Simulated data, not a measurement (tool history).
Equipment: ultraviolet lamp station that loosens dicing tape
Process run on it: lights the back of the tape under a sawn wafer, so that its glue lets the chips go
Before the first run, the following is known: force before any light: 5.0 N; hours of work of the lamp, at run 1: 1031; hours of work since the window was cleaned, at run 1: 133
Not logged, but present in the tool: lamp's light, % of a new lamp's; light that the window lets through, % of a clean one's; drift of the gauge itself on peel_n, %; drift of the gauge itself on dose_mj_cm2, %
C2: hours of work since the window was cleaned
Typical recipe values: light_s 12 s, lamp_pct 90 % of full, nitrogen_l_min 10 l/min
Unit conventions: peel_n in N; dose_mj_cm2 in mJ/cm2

{"run": 1, "hour": 0.0, "light_s": 12, "lamp_pct": 90, "nitrogen_l_min": 10, "hours of work of the lamp": 1031, "C2": 133, "peel_n": 0.349, "dose_mj_cm2": 571}
{"run": 2, "hour": 40.4, "light_s": 12, "lamp_pct": 90, "nitrogen_l_min": 10, "hours of work of the lamp": 1059, "C2": 160, "peel_n": 0.377, "dose_mj_cm2": 572}
{"run": 3, "hour": 64.3, "light_s": 12, "lamp_pct": 90, "nitrogen_l_min": 10, "hours of work of the lamp": 1075, "C2": 177, "peel_n": 0.352, "dose_mj_cm2": 567}
{"run": 4, "hour": 89.2, "light_s": 12, "lamp_pct": 90, "nitrogen_l_min": 10, "hours of work of the lamp": 1092, "C2": 194, "peel_n": 0.375, "dose_mj_cm2": 575}
{"run": 5, "hour": 122.6, "light_s": 12, "lamp_pct": 90, "nitrogen_l_min": 10, "hours of work of the lamp": 1115, "C2": 217, "peel_n": 0.348, "dose_mj_cm2": 573}
{"hour": 150.3, "done": "lamp changed"}
{"run": 6, "hour": 150.3, "light_s": 9, "lamp_pct": 90, "nitrogen_l_min": 10, "hours of work of the lamp": 0, "C2": 235, "peel_n": 0.644, "dose_mj_cm2": 432}
{"run": 7, "hour": 185.7, "light_s": 9, "lamp_pct": 90, "nitrogen_l_min": 10, "hours of work of the lamp": 24, "C2": 259, "peel_n": 0.624, "dose_mj_cm2": 432}
{"run": 8, "hour": 213.7, "light_s": 12, "lamp_pct": 90, "nitrogen_l_min": 10, "hours of work of the lamp": 43, "C2": 279, "peel_n": 0.356, "dose_mj_cm2": 574}
{"run": 9, "hour": 253.6, "light_s": 12, "lamp_pct": 90, "nitrogen_l_min": 10, "hours of work of the lamp": 71, "C2": 306, "peel_n": 0.365, "dose_mj_cm2": 579}
{"run": 10, "hour": 285.3, "light_s": 12, "lamp_pct": 90, "nitrogen_l_min": 10, "hours of work of the lamp": 93, "C2": 328, "peel_n": 0.359, "dose_mj_cm2": 576}
{"run": 11, "hour": 321.1, "light_s": 12, "lamp_pct": 90, "nitrogen_l_min": 10, "hours of work of the lamp": 117, "C2": 352, "peel_n": 0.36, "dose_mj_cm2": 582}
{"run": 12, "hour": 348.8, "light_s": 12, "lamp_pct": 90, "nitrogen_l_min": 10, "hours of work of the lamp": 136, "C2": 371, "peel_n": 0.361, "dose_mj_cm2": 573}
{"hour": 377.4, "done": "window cleaned of glue's vapour"}
{"run": 13, "hour": 385.0, "light_s": 12, "lamp_pct": 90, "nitrogen_l_min": 10, "hours of work of the lamp": 161, "C2": 5, "peel_n": 0.372, "dose_mj_cm2": 573}
{"run": 14, "hour": 422.0, "light_s": 12, "lamp_pct": 90, "nitrogen_l_min": 10, "hours of work of the lamp": 186, "C2": 31, "peel_n": 0.371, "dose_mj_cm2": 577}
{"run": 15, "hour": 448.1, "light_s": 12, "lamp_pct": 90, "nitrogen_l_min": 10, "hours of work of the lamp": 204, "C2": 49, "peel_n": 0.37, "dose_mj_cm2": 573}
{"run": 16, "hour": 480.1, "light_s": 18, "lamp_pct": 90, "nitrogen_l_min": 10, "hours of work of the lamp": 226, "C2": 70, "peel_n": 0.188, "dose_mj_cm2": 867}
{"run": 17, "hour": 509.4, "light_s": 18, "lamp_pct": 94, "nitrogen_l_min": 10, "hours of work of the lamp": 246, "C2": 91, "peel_n": 0.174, "dose_mj_cm2": 900}
{"run": 18, "hour": 539.0, "light_s": 18, "lamp_pct": 94, "nitrogen_l_min": 10, "hours of work of the lamp": 266, "C2": 111, "peel_n": 0.172, "dose_mj_cm2": 900}
{"run": 19, "hour": 584.3, "light_s": 18, "lamp_pct": 94, "nitrogen_l_min": 10, "hours of work of the lamp": 297, "C2": 142, "peel_n": 0.178, "dose_mj_cm2": 894}
{"run": 20, "hour": 604.7, "light_s": 18, "lamp_pct": 94, "nitrogen_l_min": 10, "hours of work of the lamp": 311, "C2": 156, "peel_n": 0.165, "dose_mj_cm2": 902}
{"run": 21, "hour": 643.3, "light_s": 18, "lamp_pct": 94, "nitrogen_l_min": 10, "hours of work of the lamp": 338, "C2": 182, "peel_n": 0.163, "dose_mj_cm2": 891}
{"run": 22, "hour": 678.8, "light_s": 18, "lamp_pct": 94, "nitrogen_l_min": 10, "hours of work of the lamp": 362, "C2": 207, "peel_n": 0.178, "dose_mj_cm2": 903}
{"run": 23, "hour": 720.7, "light_s": 18, "lamp_pct": 94, "nitrogen_l_min": 4, "hours of work of the lamp": 391, "C2": 236, "peel_n": 0.261, "dose_mj_cm2": 906}
{"run": 24, "hour": 745.4, "light_s": 12, "lamp_pct": 100, "nitrogen_l_min": 4, "hours of work of the lamp": 408, "C2": 252, "peel_n": 0.496, "dose_mj_cm2": 636}
{"run": 25, "hour": 775.0, "light_s": 12, "lamp_pct": 100, "nitrogen_l_min": 4, "hours of work of the lamp": 428, "C2": 273, "peel_n": 0.506, "dose_mj_cm2": 637}
{"run": 26, "hour": 817.9, "light_s": 6, "lamp_pct": 85, "nitrogen_l_min": 10, "hours of work of the lamp": 458, "C2": 302, "peel_n": 1.274, "dose_mj_cm2": 274}
{"run": 27, "hour": 840.3, "light_s": 6, "lamp_pct": 85, "nitrogen_l_min": 10, "hours of work of the lamp": 473, "C2": 318, "peel_n": 1.333, "dose_mj_cm2": 270}
{"run": 28, "hour": 883.6, "light_s": 10, "lamp_pct": 67, "nitrogen_l_min": 3, "hours of work of the lamp": 503, "C2": 347, "peel_n": 1.468, "dose_mj_cm2": 359}
{"run": 29, "hour": 912.7, "light_s": 12, "lamp_pct": 77, "nitrogen_l_min": 4, "hours of work of the lamp": 523, "C2": 367, "peel_n": 0.797, "dose_mj_cm2": 491}
{"hour": 945.3, "done": "window cleaned of glue's vapour"}
{"run": 30, "hour": 957.2, "light_s": 12, "lamp_pct": 77, "nitrogen_l_min": 4, "hours of work of the lamp": 553, "C2": 8, "peel_n": 0.804, "dose_mj_cm2": 491}
{"run": 31, "hour": 997.7, "light_s": 12, "lamp_pct": 90, "nitrogen_l_min": 4, "hours of work of the lamp": 581, "C2": 36, "peel_n": 0.597, "dose_mj_cm2": 573}
{"run": 32, "hour": 1040.8, "light_s": 12, "lamp_pct": 90, "nitrogen_l_min": 4, "hours of work of the lamp": 610, "C2": 65, "peel_n": 0.608, "dose_mj_cm2": 580}
{"run": 33, "hour": 1085.9, "light_s": 12, "lamp_pct": 90, "nitrogen_l_min": 4, "hours of work of the lamp": 641, "C2": 96, "peel_n": 0.603, "dose_mj_cm2": 570}
{"run": 34, "hour": 1116.1, "light_s": 9, "lamp_pct": 73, "nitrogen_l_min": 14, "hours of work of the lamp": 662, "C2": 117, "peel_n": 0.777, "dose_mj_cm2": 354}
{"run": 35, "hour": 1152.3, "light_s": 9, "lamp_pct": 73, "nitrogen_l_min": 14, "hours of work of the lamp": 687, "C2": 142, "peel_n": 0.783, "dose_mj_cm2": 347}
{"run": 36, "hour": 1174.8, "light_s": 18, "lamp_pct": 68, "nitrogen_l_min": 7, "hours of work of the lamp": 702, "C2": 157, "peel_n": 0.339, "dose_mj_cm2": 651}
{"run": 37, "hour": 1193.9, "light_s": 18, "lamp_pct": 64, "nitrogen_l_min": 14, "hours of work of the lamp": 715, "C2": 171, "peel_n": 0.271, "dose_mj_cm2": 613}
{"run": 38, "hour": 1218.2, "light_s": 18, "lamp_pct": 64, "nitrogen_l_min": 14, "hours of work of the lamp": 732, "C2": 187, "peel_n": 0.272, "dose_mj_cm2": 616}
{"run": 39, "hour": 1246.1, "light_s": 21, "lamp_pct": 77, "nitrogen_l_min": 5, "hours of work of the lamp": 751, "C2": 206, "peel_n": 0.254, "dose_mj_cm2": 857}
{"run": 40, "hour": 1288.2, "light_s": 24, "lamp_pct": 61, "nitrogen_l_min": 11, "hours of work of the lamp": 780, "C2": 235, "peel_n": 0.197, "dose_mj_cm2": 781}
{"run": 41, "hour": 1314.7, "light_s": 7, "lamp_pct": 90, "nitrogen_l_min": 6, "hours of work of the lamp": 798, "C2": 253, "peel_n": 1.145, "dose_mj_cm2": 333}
{"run": 42, "hour": 1349.3, "light_s": 12, "lamp_pct": 86, "nitrogen_l_min": 7, "hours of work of the lamp": 822, "C2": 277, "peel_n": 0.477, "dose_mj_cm2": 547}

3 ways to go on from here, each from the tool as it stands after run 42. What would each give?
{"run": "A", "hour": 1380.7, "light_s": 14, "lamp_pct": 90, "nitrogen_l_min": 15, "hours of work of the lamp": 843, "C2": 299, "peel_n": "?", "dose_mj_cm2": "?"}
{"run": "B", "hour": 1380.7, "light_s": 12, "lamp_pct": 65, "nitrogen_l_min": 5, "hours of work of the lamp": 843, "C2": 299, "peel_n": "?", "dose_mj_cm2": "?"}
{"run": "C", "hour": 1380.7, "light_s": 20, "lamp_pct": 91, "nitrogen_l_min": 10, "hours of work of the lamp": 843, "C2": 299, "peel_n": "?", "dose_mj_cm2": "?"}

run=A peel_n=0.234 dose_mj_cm2=664
run=B peel_n=0.935 dose_mj_cm2=413
run=C peel_n=0.154 dose_mj_cm2=963
With no hidden state in the tool, these same runs would have given:
run=A peel_n=0.233 dose_mj_cm2=665
run=B peel_n=0.932 dose_mj_cm2=414
run=C peel_n=0.153 dose_mj_cm2=965

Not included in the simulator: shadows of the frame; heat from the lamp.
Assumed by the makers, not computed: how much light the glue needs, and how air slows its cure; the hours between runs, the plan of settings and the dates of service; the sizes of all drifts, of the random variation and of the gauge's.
